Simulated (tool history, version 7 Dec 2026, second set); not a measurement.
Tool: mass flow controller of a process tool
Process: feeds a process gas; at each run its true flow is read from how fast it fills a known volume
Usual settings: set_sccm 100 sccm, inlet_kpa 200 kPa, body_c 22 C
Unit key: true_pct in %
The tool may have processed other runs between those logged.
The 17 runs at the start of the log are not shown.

| run | hour | set_sccm | inlet_kpa | body_c | true_pct |
|---|---|---|---|---|---|
|  | 1113.3 | controller's zero set anew, once more |
| 18 | 1149.3 | 100 | 200 | 22 | 97.76 |
| 19 | 1200.3 | 100 | 200 | 22 | 97.76 |
| 20 | 1259.2 | 100 | 200 | 22 | 97.84 |
| 21 | 1322.4 | 54 | 187 | 22 | 97.12 |
| 22 | 1381.2 | 54 | 235 | 27 | 97.61 |
| 23 | 1469.3 | 50 | 235 | 37 | 98.34 |
| 24 | 1557.7 | 73 | 208 | 37 | 98.58 |
| 25 | 1598.9 | 100 | 171 | 26 | 97.94 |
| 26 | 1674.5 | 100 | 171 | 26 | 97.87 |
| 27 | 1732.6 | 36 | 200 | 25 | 96.61 |
| 28 | 1783.7 | 100 | 200 | 40 | 99.29 |
| 29 | 1865.3 | 181 | 188 | 27 | 99.29 |
| 30 | 1916.7 | 184 | 220 | 22 | 98.81 |
| 31 | 2010.6 | 184 | 199 | 22 | 99.06 |
| 32 | 2051.1 | 184 | 199 | 22 | 98.98 |
| 33 | 2090.6 | 100 | 229 | 21 | 97.55 |
| 34 | 2138.4 | 100 | 229 | 21 | 97.57 |
| 35 | 2199.4 | 100 | 213 | 21 | 97.68 |
| 36 | 2283.7 | 100 | 212 | 22 | 97.53 |
| 37 | 2358.5 | 100 | 192 | 33 | 98.33 |
| 38 | 2421.7 | 100 | 192 | 33 | 98.40 |
| 39 | 2479.0 | 100 | 192 | 33 | 98.44 |

Forecast each of these 3 alternatives for the next run:
| A | 2532.0 | 100 | 141 | 33 | ? |
| B | 2532.0 | 168 | 192 | 25 | ? |
| C | 2532.0 | 100 | 200 | 29 | ? |

| run | true_pct |
|---|---|
| A | 98.11 |
| B | 98.87 |
| C | 97.89 |
The same runs, with their run-to-run variation unchanged, on a tool lacking any hidden condition would have given:
| run | true_pct |
|---|---|
| A | 98.95 |
| B | 99.56 |
| C | 98.72 |
